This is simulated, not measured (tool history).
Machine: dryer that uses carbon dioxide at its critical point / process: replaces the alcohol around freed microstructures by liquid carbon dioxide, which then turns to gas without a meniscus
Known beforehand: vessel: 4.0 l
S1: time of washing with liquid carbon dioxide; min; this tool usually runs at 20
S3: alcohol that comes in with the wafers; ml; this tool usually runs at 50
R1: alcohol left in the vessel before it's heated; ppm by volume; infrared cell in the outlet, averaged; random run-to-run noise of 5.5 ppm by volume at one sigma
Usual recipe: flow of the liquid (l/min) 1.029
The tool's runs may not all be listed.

run 1 hour=0 | S1=20 flow_of_the_liquid_(l/min)=1.029 S3=50 | R1=394
run 2 hour=13.2 | S1=20 flow_of_the_liquid_(l/min)=1.029 S3=50 | R1=412
run 3 hour=24.7 | S1=20 flow_of_the_liquid_(l/min)=1.029 S3=50 | R1=413
run 4 hour=41.7 | S1=20 flow_of_the_liquid_(l/min)=1.1 S3=50 | R1=363
run 5 hour=58.4 | S1=20 flow_of_the_liquid_(l/min)=1.029 S3=38 | R1=375
run 6 hour=73 | S1=20 flow_of_the_liquid_(l/min)=1.029 S3=43 | R1=418
run 7 hour=80.8 | S1=20 flow_of_the_liquid_(l/min)=0.78 S3=50 | R1=886
run 8 hour=90.2 | S1=20 flow_of_the_liquid_(l/min)=1.029 S3=50 | R1=441
run 9 hour=100.4 | S1=20 flow_of_the_liquid_(l/min)=1.029 S3=50 | R1=470
run 10 hour=116.8 | S1=20 flow_of_the_liquid_(l/min)=1.36 S3=50 | R1=277
run 11 hour=130.4 | S1=14 flow_of_the_liquid_(l/min)=1.029 S3=50 | R1=1093
run 12 hour=143.5 | S1=14 flow_of_the_liquid_(l/min)=1.029 S3=50 | R1=1071
run 13 hour=155 | S1=31 flow_of_the_liquid_(l/min)=1.029 S3=50 | R1=256
run 14 hour=167.3 | S1=31 flow_of_the_liquid_(l/min)=1.029 S3=50 | R1=261
run 15 hour=182.2 | S1=14 flow_of_the_liquid_(l/min)=1.029 S3=50 | R1=1120
run 16 hour=193.4 | S1=14 flow_of_the_liquid_(l/min)=1.029 S3=50 | R1=1139
run 17 hour=205.7 | S1=14 flow_of_the_liquid_(l/min)=1.029 S3=50 | R1=1163
run 18 hour=215.5 | S1=13 flow_of_the_liquid_(l/min)=1.029 S3=50 | R1=1351
run 19 hour=228.3 | S1=13 flow_of_the_liquid_(l/min)=1.029 S3=50 | R1=1369
run 20 hour=236.5 | S1=13 flow_of_the_liquid_(l/min)=1.029 S3=50 | R1=1402
run 21 hour=252.8 | S1=13 flow_of_the_liquid_(l/min)=1.029 S3=50 | R1=1391
-- hour=255.5 inlet filter changed
run 22 hour=262.9 | S1=13 flow_of_the_liquid_(l/min)=1.029 S3=50 | R1=948
run 23 hour=274.3 | S1=13 flow_of_the_liquid_(l/min)=1.029 S3=50 | R1=950
run 24 hour=285.3 | S1=13 flow_of_the_liquid_(l/min)=1.029 S3=50 | R1=986
run 25 hour=294.7 | S1=26 flow_of_the_liquid_(l/min)=1.029 S3=84 | R1=321
run 26 hour=304 | S1=24 flow_of_the_liquid_(l/min)=0.94 S3=50 | R1=359
run 27 hour=317.4 | S1=24 flow_of_the_liquid_(l/min)=0.94 S3=50 | R1=371
run 28 hour=325.6 | S1=15 flow_of_the_liquid_(l/min)=1.66 S3=25 | R1=291
-- hour=340.7 purifier's bed changed
run 29 hour=344.8 | S1=15 flow_of_the_liquid_(l/min)=1.66 S3=25 | R1=34
run 30 hour=354.4 | S1=14 flow_of_the_liquid_(l/min)=1.65 S3=55 | R1=106
run 31 hour=371.4 | S1=20 flow_of_the_liquid_(l/min)=0.79 S3=23 | R1=236
run 32 hour=384.7 | S1=16 flow_of_the_liquid_(l/min)=1.029 S3=50 | R1=428
run 33 hour=400.5 | S1=16 flow_of_the_liquid_(l/min)=1.029 S3=50 | R1=441
run 34 hour=415.9 | S1=16 flow_of_the_liquid_(l/min)=1.029 S3=50 | R1=454
run 35 hour=430.7 | S1=16 flow_of_the_liquid_(l/min)=1.029 S3=50 | R1=460
run 36 hour=441.1 | S1=19 flow_of_the_liquid_(l/min)=1.1 S3=41 | R1=178
run 37 hour=454 | S1=17 flow_of_the_liquid_(l/min)=1.74 S3=33 | R1=60
run 38 hour=468.4 | S1=27 flow_of_the_liquid_(l/min)=0.93 S3=25 | R1=82
run 39 hour=479.5 | S1=16 flow_of_the_liquid_(l/min)=0.9 S3=21 | R1=351
run 40 hour=491.4 | S1=20 flow_of_the_liquid_(l/min)=1.36 S3=50 | R1=98
run 41 hour=505.2 | S1=21 flow_of_the_liquid_(l/min)=1.01 S3=104 | R1=437
run 42 hour=515.1 | S1=21 flow_of_the_liquid_(l/min)=1.01 S3=104 | R1=430
run 43 hour=530.1 | S1=24 flow_of_the_liquid_(l/min)=1.02 S3=80 | R1=217
run 44 hour=538.9 | S1=24 flow_of_the_liquid_(l/min)=1.02 S3=80 | R1=222
run 45 hour=547.2 | S1=19 flow_of_the_liquid_(l/min)=0.67 S3=71 | R1=1579
run 46 hour=561 | S1=15 flow_of_the_liquid_(l/min)=0.74 S3=50 | R1=1623
run 47 hour=571.7 | S1=14 flow_of_the_liquid_(l/min)=0.77 S3=52 | R1=1687

Difference, measured minus no-hidden-state, one row per run. Run-to-run variation is common to both terms; the gauge's own scatter need not be:
What the log doesn't record here: flow that reaches the vessel past the clogged filter, %; alcohol in the recycled carbon dioxide, ppm; drift of the gauge itself on alcohol_ppm, %.
run=1 R1=+249
run=2 R1=+266
run=3 R1=+266
run=4 R1=+257
run=5 R1=+264
run=6 R1=+286
run=7 R1=+431
run=8 R1=+296
run=9 R1=+320
run=10 R1=+239
run=11 R1=+522
run=12 R1=+523
run=13 R1=+236
run=14 R1=+239
run=15 R1=+563
run=16 R1=+582
run=17 R1=+601
run=18 R1=+657
run=19 R1=+674
run=20 R1=+696
run=21 R1=+700
run=22 R1=+267
run=23 R1=+277
run=24 R1=+293
run=25 R1=+260
run=26 R1=+270
run=27 R1=+275
run=28 R1=+262
run=29 R1=+7
run=30 R1=+22
run=31 R1=+42
run=32 R1=+79
run=33 R1=+90
run=34 R1=+100
run=35 R1=+111
run=36 R1=+65
run=37 R1=+39
run=38 R1=+50
run=39 R1=+103
run=40 R1=+60
run=41 R1=+168
run=42 R1=+177
run=43 R1=+115
run=44 R1=+121
run=45 R1=+404
run=46 R1=+391
run=47 R1=+407
